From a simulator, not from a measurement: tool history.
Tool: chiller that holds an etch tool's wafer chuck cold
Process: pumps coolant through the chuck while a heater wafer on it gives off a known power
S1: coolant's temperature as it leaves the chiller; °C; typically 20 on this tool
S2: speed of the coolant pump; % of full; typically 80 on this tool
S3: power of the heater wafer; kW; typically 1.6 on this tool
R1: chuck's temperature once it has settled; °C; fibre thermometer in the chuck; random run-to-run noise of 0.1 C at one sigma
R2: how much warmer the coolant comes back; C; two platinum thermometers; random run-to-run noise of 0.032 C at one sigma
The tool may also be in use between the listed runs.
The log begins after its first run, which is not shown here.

run 2 day=1.062 | S1=20 S2=80 S3=1.216 | R1=32.9 R2=2.58
run 3 day=2.008 | S1=20 S2=77 S3=1.6 | R1=37.2 R2=3.55
run 4 day=3.392 | S1=20 S2=80 S3=1.6 | R1=36.9 R2=3.41
run 5 day=4.383 | S1=20 S2=80 S3=1.6 | R1=37 R2=3.42
run 6 day=6.292 | S1=20 S2=80 S3=1.6 | R1=36.9 R2=3.37
run 7 day=8.167 | S1=13 S2=80 S3=1.6 | R1=30 R2=3.36
run 8 day=9.317 | S1=13 S2=80 S3=1.6 | R1=29.8 R2=3.38
run 9 day=10.296 | S1=13 S2=80 S3=1.423 | R1=28 R2=2.94
run 10 day=11.458 | S1=13 S2=80 S3=1.423 | R1=28.1 R2=3
run 11 day=12.529 | S1=13 S2=80 S3=1.341 | R1=27.2 R2=2.72
run 12 day=14.179 | S1=13 S2=80 S3=1.341 | R1=27.1 R2=2.72
run 13 day=15.775 | S1=13 S2=80 S3=1.341 | R1=27.3 R2=2.7
run 14 day=17.429 | S1=14 S2=80 S3=1.341 | R1=28.3 R2=2.69
run 15 day=18.279 | S1=14 S2=80 S3=1.341 | R1=28.1 R2=2.68
run 16 day=20.033 | S1=14 S2=80 S3=1.341 | R1=28.3 R2=2.67
run 17 day=20.988 | S1=25 S2=91 S3=1.341 | R1=38.4 R2=2.31
run 18 day=21.846 | S1=20 S2=92 S3=1.6 | R1=35.6 R2=2.79
run 19 day=23.792 | S1=20 S2=92 S3=1.6 | R1=35.7 R2=2.7

Predict the results of run 20:
run 20 day=25.683 | S1=19 S2=89 S3=0.859 | R1=? R2=?

{"run 20": {"R1": 27.7, "R2": 1.33}}
Take away the tool's hidden state, keep the run-to-run variation as it was, and the same run would have given R1 27.7 °C, R2 1.57 C.

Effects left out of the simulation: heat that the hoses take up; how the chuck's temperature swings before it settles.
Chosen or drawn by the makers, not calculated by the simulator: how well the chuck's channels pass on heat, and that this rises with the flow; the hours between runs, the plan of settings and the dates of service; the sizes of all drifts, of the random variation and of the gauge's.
